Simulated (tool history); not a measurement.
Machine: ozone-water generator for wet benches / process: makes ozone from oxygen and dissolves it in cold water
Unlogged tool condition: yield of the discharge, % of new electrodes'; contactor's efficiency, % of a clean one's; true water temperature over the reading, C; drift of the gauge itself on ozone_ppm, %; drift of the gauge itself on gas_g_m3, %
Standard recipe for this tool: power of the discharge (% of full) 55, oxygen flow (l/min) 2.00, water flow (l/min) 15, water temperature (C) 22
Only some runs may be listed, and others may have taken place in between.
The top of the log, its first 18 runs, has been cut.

run	hour	power of the discharge (% of full)	oxygen flow (l/min)	water flow (l/min)	water temperature (C)	hours of work since the electrodes were changed	hours of work since the contactor was cleaned	hours of work since the thermometer was calibrated	dissolved ozone (ppm)	ozone in the gas ahead of the water (g/m3)
19	1843.2	55	1.36	18	22	2029	5118	1332	6.52	157.2
20	1936.4	55	1.66	11	22	2096	5185	1400	11.10	138.9
21	2016.6	49	1.66	11	30	2154	5243	1458	9.15	126.5
22	2144.7	85	2.87	13	26	2247	5336	1550	14.00	153.1
# hour 2157.7: gauge calibrated
23	2210.1	77	1.59	9	16	2294	5383	1597	18.95	193.4
# hour 2221.5: contactor cleaned
24	2286.1	77	1.59	9	16	2346	47	1649	18.94	196.8
25	2396.3	77	2.18	9	21	2426	126	1729	18.33	166.1
26	2468.4	57	2.63	18	28	2478	178	1781	7.24	118.3
27	2605.5	46	2.00	16	28	2577	278	1880	6.43	111.5
28	2671.4	62	2.28	23	21	2625	325	1928	6.36	135.3
29	2786.4	93	2.00	20	22	2708	408	2011	10.07	203.2
30	2851.6	93	2.00	20	22	2755	455	2058	9.98	204.1
31	2931.6	51	2.26	13	23	2813	513	2116	9.20	114.7

Estimate the outcome of run 32 from the log above:
32	2990.7	51	1.05	11	17	2856	556	2159	?	?

Run 32 came out at dissolved ozone (ppm) 9.96, ozone in the gas ahead of the water (g/m3) 169.3.
Had the tool carried no hidden state, the very same run would have given dissolved ozone (ppm) 9.97, ozone in the gas ahead of the water (g/m3) 171.2.

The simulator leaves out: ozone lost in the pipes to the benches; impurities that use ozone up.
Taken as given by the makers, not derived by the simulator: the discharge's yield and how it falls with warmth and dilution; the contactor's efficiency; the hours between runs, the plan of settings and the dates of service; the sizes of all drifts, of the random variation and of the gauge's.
